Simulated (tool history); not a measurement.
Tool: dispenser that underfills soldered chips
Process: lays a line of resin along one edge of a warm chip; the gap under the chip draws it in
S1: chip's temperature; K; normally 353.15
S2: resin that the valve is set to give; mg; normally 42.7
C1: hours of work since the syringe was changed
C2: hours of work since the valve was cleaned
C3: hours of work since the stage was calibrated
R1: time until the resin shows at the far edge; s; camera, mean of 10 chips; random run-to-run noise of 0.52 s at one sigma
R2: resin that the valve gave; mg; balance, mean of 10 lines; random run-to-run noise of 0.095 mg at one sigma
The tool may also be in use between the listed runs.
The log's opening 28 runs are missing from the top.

{"run": 29, "hour": 151.6, "S1": 343.15, "S2": 36.3, "C1": 5, "C2": 16, "C3": 244, "R1": 99.7, "R2": 36.04}
{"run": 30, "hour": 157.0, "S1": 349.15, "S2": 45.5, "C1": 8, "C2": 20, "C3": 248, "R1": 93.4, "R2": 45.21}
{"hour": 159.6, "done": "new syringe of resin"}
{"run": 31, "hour": 161.5, "S1": 353.15, "S2": 41.5, "C1": 1, "C2": 22, "C3": 250, "R1": 45.5, "R2": 40.97}
{"run": 32, "hour": 164.6, "S1": 362.15, "S2": 53, "C1": 3, "C2": 24, "C3": 252, "R1": 36, "R2": 52.15}
{"run": 33, "hour": 167.7, "S1": 347.15, "S2": 50.4, "C1": 5, "C2": 27, "C3": 254, "R1": 81.2, "R2": 49.6}
{"hour": 174.9, "done": "new syringe of resin"}
{"run": 34, "hour": 175.6, "S1": 365.15, "S2": 50.4, "C1": 1, "C2": 32, "C3": 260, "R1": 24.7, "R2": 49.52}
{"run": 35, "hour": 179.1, "S1": 365.15, "S2": 50.4, "C1": 3, "C2": 34, "C3": 262, "R1": 30.1, "R2": 49.42}
{"run": 36, "hour": 182.8, "S1": 355.15, "S2": 51.7, "C1": 5, "C2": 36, "C3": 264, "R1": 54.7, "R2": 50.6}
{"run": 37, "hour": 186.1, "S1": 347.15, "S2": 42.7, "C1": 7, "C2": 39, "C3": 267, "R1": 92.6, "R2": 41.73}

Here are 3 independent what-if runs from the current tool condition. What would each one return?
{"hour": 190.0, "done": "new syringe of resin"}
{"run": "A", "hour": 193.9, "S1": 344.15, "S2": 46.6, "C1": 3, "C2": 44, "C3": 271, "R1": "?", "R2": "?"}
{"hour": 190.0, "done": "new syringe of resin"}
{"run": "B", "hour": 193.9, "S1": 354.15, "S2": 39.6, "C1": 3, "C2": 44, "C3": 271, "R1": "?", "R2": "?"}
{"hour": 190.0, "done": "new syringe of resin"}
{"run": "C", "hour": 193.9, "S1": 346.15, "S2": 49.9, "C1": 3, "C2": 44, "C3": 271, "R1": "?", "R2": "?"}

run=A R1=75.6 R2=45.31
run=B R1=49.3 R2=38.66
run=C R1=68.6 R2=48.74
With no hidden state in the tool, these same runs would have given:
run=A R1=63.8 R2=46.4
run=B R1=41.3 R2=39.58
run=C R1=57.8 R2=49.91
